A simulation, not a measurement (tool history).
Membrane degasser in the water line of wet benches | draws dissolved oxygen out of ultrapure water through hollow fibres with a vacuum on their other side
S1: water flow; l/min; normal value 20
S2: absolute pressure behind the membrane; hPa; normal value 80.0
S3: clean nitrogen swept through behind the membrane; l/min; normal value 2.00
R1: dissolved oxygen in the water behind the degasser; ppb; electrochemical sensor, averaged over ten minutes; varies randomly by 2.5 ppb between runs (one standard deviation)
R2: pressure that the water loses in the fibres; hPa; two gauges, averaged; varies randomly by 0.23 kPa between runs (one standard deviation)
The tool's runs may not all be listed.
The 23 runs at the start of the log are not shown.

| run | hour | S1 | S2 | S3 | R1 | R2 |
|---|---|---|---|---|---|---|
| 24 | 712.1 | 14 | 80.0 | 2.00 | 111.7 | 410.5 |
| 25 | 755.3 | 16 | 162.6 | 2.00 | 296.3 | 468.1 |
| 26 | 780.8 | 16 | 162.6 | 2.00 | 294.9 | 467.9 |
| 27 | 812.2 | 16 | 162.6 | 2.00 | 296.6 | 467.8 |
| 28 | 839.8 | 20 | 59.0 | 2.00 | 204.8 | 587.1 |
| 29 | 875.5 | 20 | 80.0 | 1.49 | 284.9 | 585.5 |
| 30 | 910.3 | 13 | 63.7 | 5.07 | 42.0 | 381.7 |
| 31 | 930.5 | 27 | 157.3 | 0.88 | 1046.9 | 791.9 |
| 32 | 955.9 | 27 | 157.3 | 0.88 | 1050.8 | 786.7 |

Below are 4 alternative next runs, each starting from the tool's condition after run 32. Predict each:
| A | 981.5 | 32 | 80.0 | 2.00 | ? | ? |
| B | 981.5 | 32 | 65.3 | 1.70 | ? | ? |
| C | 981.5 | 13 | 157.3 | 0.88 | ? | ? |
| D | 981.5 | 20 | 55.9 | 5.09 | ? | ? |

| run | R1 | R2 |
|---|---|---|
| A | 694.4 | 939.6 |
| B | 664.8 | 938.4 |
| C | 426.5 | 376.5 |
| D | 161.1 | 587.8 |
The same runs, with their run-to-run variation unchanged, on a tool lacking any hidden condition would have given:
| run | R1 | R2 |
|---|---|---|
| A | 694.0 | 939.4 |
| B | 664.4 | 938.1 |
| C | 426.4 | 376.4 |
| D | 160.9 | 587.7 |
